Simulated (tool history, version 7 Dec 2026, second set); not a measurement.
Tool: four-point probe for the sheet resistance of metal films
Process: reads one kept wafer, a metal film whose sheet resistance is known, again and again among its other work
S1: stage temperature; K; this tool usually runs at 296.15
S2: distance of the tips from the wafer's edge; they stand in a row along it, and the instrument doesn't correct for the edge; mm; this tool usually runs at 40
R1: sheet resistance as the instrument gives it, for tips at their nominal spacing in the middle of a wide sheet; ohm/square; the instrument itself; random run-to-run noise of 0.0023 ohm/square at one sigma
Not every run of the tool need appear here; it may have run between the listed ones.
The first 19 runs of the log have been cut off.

run	day	S1	S2	R1
20	16.079	293.15	10	11.618128
21	16.704	304.15	11	11.618785
22	17.667	298.15	14	11.580514
23	18.679	301.15	24	11.542937
24	19.442	298.15	40	11.528846
25	20.533	300.15	31	11.537298
26	21.250	299.15	13	11.583756
27	21.892	299.15	14	11.572458
28	22.667	291.15	13	11.571287
29	23.483	305.15	9	11.652845
30	24.296	305.15	9	11.659571
31	24.904	305.15	9	11.655232
32	25.871	301.15	40	11.532114
33	26.775	301.15	40	11.531992
34	27.517	301.15	40	11.532916
35	28.392	299.15	40	11.529665
36	29.483	297.15	72	11.517285

3 ways to go on from here, each from the tool as it stands after run 36. What would each give?
A	30.038	297.15	52	?
B	30.038	303.15	60	?
C	30.038	297.15	6	?

run	R1
A	11.517219
B	11.530186
C	11.790256
Without the tool's unlogged condition, the same runs would have read:
run	R1
A	11.494955
B	11.507887
C	11.767507
